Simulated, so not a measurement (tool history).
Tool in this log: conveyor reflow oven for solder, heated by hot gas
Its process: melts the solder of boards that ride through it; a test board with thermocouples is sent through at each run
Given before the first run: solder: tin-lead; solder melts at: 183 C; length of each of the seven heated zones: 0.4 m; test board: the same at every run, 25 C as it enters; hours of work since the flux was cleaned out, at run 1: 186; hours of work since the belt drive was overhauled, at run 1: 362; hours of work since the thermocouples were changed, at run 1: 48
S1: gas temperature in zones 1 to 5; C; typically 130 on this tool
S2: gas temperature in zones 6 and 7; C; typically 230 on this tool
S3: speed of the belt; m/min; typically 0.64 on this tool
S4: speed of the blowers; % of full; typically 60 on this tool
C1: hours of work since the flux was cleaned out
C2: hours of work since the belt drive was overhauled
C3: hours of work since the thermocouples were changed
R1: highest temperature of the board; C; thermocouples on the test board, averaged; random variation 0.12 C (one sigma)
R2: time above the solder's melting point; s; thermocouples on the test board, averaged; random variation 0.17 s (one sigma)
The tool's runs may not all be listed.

run   hour   S1   S2     S3  S4   C1   C2   C3     R1    R2
  1      0  130  230   0.64  60  186  362   48  206.9  43.2
  2      7  130  230   0.64  75  189  365   51  211.9  49.1
  3   16.1  130  230  0.621  60  194  370   56  208.1    46
  4   23.1  130  230  0.621  60  198  374   59  207.9  46.1
  5   28.6  130  230  0.534  60  201  376   62  213.4  61.2
  6   33.1  130  237   0.64  60  203  379   65  212.9  48.8
  7   40.5  143  230   0.64  60  207  382   68  209.8  50.5
      49.3  -- flux residue cleaned out of gas plates and filters
  8   55.3  143  230   0.64  60    3  388   73  210.6  51.5
  9   59.4  143  230   0.64  85    5  390   75  217.2  58.7
 10   68.1  139  230   0.64  85   10  394   80  216.5  56.8
 11   77.7  139  230   0.64  85   15  399   85  216.5  56.6
 12   86.6  130  230   0.64  60   19  404   89  207.5  44.1
 13   92.7  130  230   0.64  85   22  407   93  214.9  52.6
 14  101.4  130  230   0.64  60   27  411   97  207.7  44.1
 15  108.6  130  230   0.64  83   30  415  101  214.6  52.1
 16  116.4  130  230   0.64  83   34  419  105  214.2    52
 17  120.8  138  230   0.64  72   37  421  107  213.2  52.8
 18  128.8  130  230   0.64  88   41  425  111  215.6    53
 19  134.6  130  230   0.64  88   44  428  114  215.6    53
 20  143.8  130  230   0.64  88   48  433  119  215.6  52.9
 21    154  130  230   0.64  52   54  438  124  204.1  39.3
 22  162.1  130  239  0.742  76   58  442  128  214.5  43.9
 23  169.8  130  239  0.742  76   62  446  132  214.3  43.4
 24  173.9  141  239  0.554  63   64  448  134  223.3  71.5
 25  178.2  130  237   0.64  78   66  450  136  219.4  55.2
 26  184.2  121  230  0.633  60   69  454  139  205.8    40
 27  191.1  130  223   0.64  60   73  457  143  201.5  37.1
 28  195.5  124  220  0.579  71   75  459  145  204.6  45.5
 29  204.3  130  230  0.591  83   79  464  150  216.6  58.6
 30    211  121  230   0.64  54   83  467  153  202.4  35.5
 31  220.6  121  230   0.64  54   88  472  158  202.6    35
 32  229.5  145  231  0.563  72   92  477  163  218.9  69.2

Below are 3 alternative next runs, each starting from the tool's condition after run 32. Predict each:
  A  234.7  130  230  0.559  60  95  479  165   ?   ?
  B  234.7  143  230   0.64  82  95  479  165   ?   ?
  C  234.7  138  231  0.563  72  95  479  165   ?   ?

run     R1    R2
  A  212.2  56.9
  B  216.1    58
  C  217.9  65.1
Take away the tool's hidden state, keep each run's random variation, and the runs would have read:
run     R1    R2
  A  212.1  56.5
  B  216.2  57.7
  C  217.8  64.7
